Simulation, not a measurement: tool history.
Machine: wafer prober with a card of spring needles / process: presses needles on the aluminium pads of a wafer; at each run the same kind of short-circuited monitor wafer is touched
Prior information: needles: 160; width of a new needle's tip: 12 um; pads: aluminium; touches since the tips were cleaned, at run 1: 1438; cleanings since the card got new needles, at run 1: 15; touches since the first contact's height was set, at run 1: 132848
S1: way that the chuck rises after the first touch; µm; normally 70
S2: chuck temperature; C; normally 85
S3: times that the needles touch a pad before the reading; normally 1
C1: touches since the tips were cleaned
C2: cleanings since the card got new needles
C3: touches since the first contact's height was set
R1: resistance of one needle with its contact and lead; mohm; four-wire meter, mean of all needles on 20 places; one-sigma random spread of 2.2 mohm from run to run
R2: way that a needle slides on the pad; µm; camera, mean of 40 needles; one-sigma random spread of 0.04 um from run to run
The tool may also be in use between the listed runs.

Run 1, hour 0: usual settings; C1 1438; C2 15; C3 132848. Result: R1 271 mohm, R2 18.46 µm.
At hour 12: tips cleaned on abrasive film.
Run 2, hour 18.6: usual settings; C1 3647; C2 16; C3 143090. Result: R1 282 mohm, R2 18.35 µm.
At hour 27.1: tips cleaned on abrasive film.
At hour 28.8: height of the first contact set anew.
At hour 41.7: tips cleaned on abrasive film.
Run 3, hour 42.1: usual settings but S1 63 µm; C1 210; C2 18; C3 7292. Result: R1 255 mohm, R2 16.09 µm.
At hour 57.7: tips cleaned on abrasive film.
Run 4, hour 67: usual settings but S1 63 µm; C1 5185; C2 19; C3 21064. Result: R1 284 mohm, R2 16.09 µm.
At hour 73.9: tips cleaned on abrasive film.
Run 5, hour 87.3: usual settings; C1 7463; C2 20; C3 32271. Result: R1 285 mohm, R2 17.88 µm.
At hour 89.1: tips cleaned on abrasive film.
Run 6, hour 101.7: usual settings; C1 6987; C2 21; C3 40171. Result: R1 284 mohm, R2 17.9 µm.
At hour 104.2: tips cleaned on abrasive film.
Run 7, hour 113.6: usual settings; C1 5223; C2 22; C3 46734. Result: R1 283 mohm, R2 17.86 µm.
At hour 119.4: height of the first contact set anew, once more.
At hour 119.5: tips cleaned on abrasive film.
Run 8, hour 132.5: usual settings but S2 41 C; C1 7225; C2 23; C3 7225. Result: R1 279 mohm, R2 18.76 µm.
At hour 133.8: tips cleaned on abrasive film.
At hour 148.5: tips cleaned on abrasive film.
Run 9, hour 151: usual settings but S2 41 C; C1 1394; C2 25; C3 17381. Result: R1 255 mohm, R2 18.85 µm.
At hour 162.9: tips cleaned on abrasive film.
Run 10, hour 175.4: usual settings but S2 41 C, S3 2; C1 6944; C2 26; C3 30826. Result: R1 258 mohm, R2 18.74 µm.
At hour 177.4: tips cleaned on abrasive film.
At hour 192.2: tips cleaned on abrasive film.
Run 11, hour 195.4: usual settings but S2 41 C, S3 2; C1 1822; C2 28; C3 41820. Result: R1 252 mohm, R2 18.64 µm.
At hour 207.9: tips cleaned on abrasive film.
Run 12, hour 212: usual settings but S2 41 C, S3 2; C1 2311; C2 29; C3 50963. Result: R1 251 mohm, R2 18.71 µm.
At hour 223.3: tips cleaned on abrasive film.
Run 13, hour 227.2: usual settings; C1 2180; C2 30; C3 59327. Result: R1 272 mohm, R2 18.53 µm.
At hour 238.1: tips cleaned on abrasive film.
Run 14, hour 240.7: usual settings; C1 1394; C2 31; C3 66704. Result: R1 269 mohm, R2 18.6 µm.
At hour 253.3: tips cleaned on abrasive film.
Run 15, hour 263.2: usual settings but S3 2; C1 5470; C2 32; C3 79124. Result: R1 269 mohm, R2 18.58 µm.
At hour 267.7: tips cleaned on abrasive film.
Run 16, hour 278.9: usual settings but S1 69 µm, S3 2; C1 6183; C2 33; C3 87776. Result: R1 269 mohm, R2 18.25 µm.
At hour 282.1: tips cleaned on abrasive film.
At hour 296.8: tips cleaned on abrasive film.
Run 17, hour 298.3: usual settings but S1 64 µm; C1 804; C2 35; C3 98400. Result: R1 261 mohm, R2 16.81 µm.
At hour 311.1: tips cleaned on abrasive film.
Run 18, hour 311.1: usual settings but S1 64 µm, S2 29 C; C1 0; C2 36; C3 105464. Result: R1 239 mohm, R2 16.76 µm.
At hour 325.8: tips cleaned on abrasive film.
Run 19, hour 325.8: usual settings but S1 58 µm, S2 68 C; C1 0; C2 37; C3 113526. Result: R1 254 mohm, R2 15.11 µm.
At hour 339.9: tips cleaned on abrasive film.
Run 20, hour 340.3: usual settings but S1 69 µm, S2 30 C, S3 2; C1 209; C2 38; C3 121506. Result: R1 240 mohm, R2 18.03 µm.
At hour 356.1: tips cleaned on abrasive film.
Run 21, hour 364.8: usual settings but S1 69 µm, S2 30 C, S3 2; C1 4825; C2 39; C3 135038. Result: R1 255 mohm, R2 18.11 µm.

What does the tool deliver on the next run?
At hour 370.3: tips cleaned on abrasive film.
At hour 385.5: tips cleaned on abrasive film.
At hour 389.3: height of the first contact set anew.
Run 22, hour 391.4: usual settings but S1 55 µm, S2 30 C, S3 2; C1 3119; C2 41; C3 1156. Result: R1 ?, R2 ?.

R1: 256 mohm
R2: 14.82 µm
The same run, on a tool lacking any hidden state, would have yielded R1 234 mohm, R2 14.82 µm.
